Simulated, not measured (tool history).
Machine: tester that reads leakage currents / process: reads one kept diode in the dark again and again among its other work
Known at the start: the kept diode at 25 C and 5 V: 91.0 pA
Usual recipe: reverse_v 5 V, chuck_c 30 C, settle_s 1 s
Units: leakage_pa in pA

run 1 hour=0 | reverse_v=5 chuck_c=30 settle_s=1 | leakage_pa=143.77
run 2 hour=22.8 | reverse_v=5 chuck_c=30 settle_s=7.04 | leakage_pa=142.11
run 3 hour=51.7 | reverse_v=5 chuck_c=30 settle_s=7.04 | leakage_pa=141.51
run 4 hour=66 | reverse_v=5 chuck_c=30 settle_s=7.04 | leakage_pa=141.47
run 5 hour=98.3 | reverse_v=5 chuck_c=30 settle_s=7.04 | leakage_pa=141.99
run 6 hour=124.3 | reverse_v=5 chuck_c=30 settle_s=7.04 | leakage_pa=141.8
run 7 hour=147.6 | reverse_v=5 chuck_c=30 settle_s=1 | leakage_pa=143.11
run 8 hour=169.9 | reverse_v=5 chuck_c=30 settle_s=1 | leakage_pa=144.01
run 9 hour=199.6 | reverse_v=1.41 chuck_c=30 settle_s=1 | leakage_pa=86.99
run 10 hour=219.9 | reverse_v=1.41 chuck_c=30 settle_s=1 | leakage_pa=86.81
run 11 hour=235.5 | reverse_v=5 chuck_c=30 settle_s=1 | leakage_pa=143.25
run 12 hour=251 | reverse_v=5 chuck_c=30 settle_s=1 | leakage_pa=143.98
run 13 hour=273.8 | reverse_v=5 chuck_c=30 settle_s=1 | leakage_pa=144.6
run 14 hour=288.7 | reverse_v=5 chuck_c=30 settle_s=1 | leakage_pa=145.18
run 15 hour=323.2 | reverse_v=5 chuck_c=30 settle_s=1 | leakage_pa=143.78
run 16 hour=343.5 | reverse_v=5 chuck_c=30 settle_s=2.32 | leakage_pa=143.19
run 17 hour=371.4 | reverse_v=5 chuck_c=30 settle_s=2.32 | leakage_pa=142.31
run 18 hour=387.1 | reverse_v=5 chuck_c=30 settle_s=2.32 | leakage_pa=143.1
run 19 hour=421.5 | reverse_v=5 chuck_c=30 settle_s=2.32 | leakage_pa=142.78
run 20 hour=435.9 | reverse_v=5 chuck_c=21 settle_s=1 | leakage_pa=72.07
run 21 hour=453.7 | reverse_v=13.56 chuck_c=52 settle_s=3.48 | leakage_pa=1010.75
run 22 hour=485.5 | reverse_v=4.25 chuck_c=30 settle_s=1 | leakage_pa=135.01
run 23 hour=506 | reverse_v=4.25 chuck_c=30 settle_s=1 | leakage_pa=135.67
run 24 hour=530.8 | reverse_v=18.49 chuck_c=30 settle_s=0.57 | leakage_pa=250.22
run 25 hour=556.5 | reverse_v=5 chuck_c=30 settle_s=2.07 | leakage_pa=143.62
run 26 hour=579.9 | reverse_v=5 chuck_c=30 settle_s=2.07 | leakage_pa=143.91
run 27 hour=600.7 | reverse_v=5 chuck_c=26 settle_s=2.07 | leakage_pa=106.02
run 28 hour=616.3 | reverse_v=5 chuck_c=35 settle_s=2.41 | leakage_pa=209.05
run 29 hour=636.3 | reverse_v=5 chuck_c=35 settle_s=2.41 | leakage_pa=208.96
run 30 hour=652.3 | reverse_v=5 chuck_c=35 settle_s=2.41 | leakage_pa=208.53
run 31 hour=670.5 | reverse_v=5.7 chuck_c=20 settle_s=1 | leakage_pa=71.1
run 32 hour=703.7 | reverse_v=5 chuck_c=52 settle_s=0.33 | leakage_pa=692.45
run 33 hour=726.1 | reverse_v=1.68 chuck_c=52 settle_s=3.34 | leakage_pa=447.78
run 34 hour=744.9 | reverse_v=4.13 chuck_c=24 settle_s=1 | leakage_pa=85.13
run 35 hour=761.8 | reverse_v=12.53 chuck_c=54 settle_s=1.15 | leakage_pa=1128.36
run 36 hour=776.9 | reverse_v=12.53 chuck_c=54 settle_s=1.15 | leakage_pa=1128.83
run 37 hour=794.6 | reverse_v=12.53 chuck_c=53 settle_s=6.09 | leakage_pa=1051.61
run 38 hour=829.2 | reverse_v=2.9 chuck_c=35 settle_s=0.66 | leakage_pa=170.48
run 39 hour=859.9 | reverse_v=5 chuck_c=30 settle_s=8.65 | leakage_pa=144.29

Predict each of these 5 candidate next runs independently; none follows another, all start after run 39:
run A hour=885.8 | reverse_v=5 chuck_c=44 settle_s=1.45 | leakage_pa=?
run B hour=885.8 | reverse_v=13.41 chuck_c=30 settle_s=0.34 | leakage_pa=?
run C hour=885.8 | reverse_v=2.12 chuck_c=30 settle_s=6.08 | leakage_pa=?
run D hour=885.8 | reverse_v=5 chuck_c=38 settle_s=1 | leakage_pa=?
run E hour=885.8 | reverse_v=3.05 chuck_c=36 settle_s=1.66 | leakage_pa=?

run=A leakage_pa=400.5
run=B leakage_pa=229.4
run=C leakage_pa=102.92
run=D leakage_pa=262.33
run=E leakage_pa=186.53
Stripped of hidden state, with their random variation kept, the same runs would have yielded:
run=A leakage_pa=377.8
run=B leakage_pa=214.41
run=C leakage_pa=96.47
run=D leakage_pa=246.74
run=E leakage_pa=175.37

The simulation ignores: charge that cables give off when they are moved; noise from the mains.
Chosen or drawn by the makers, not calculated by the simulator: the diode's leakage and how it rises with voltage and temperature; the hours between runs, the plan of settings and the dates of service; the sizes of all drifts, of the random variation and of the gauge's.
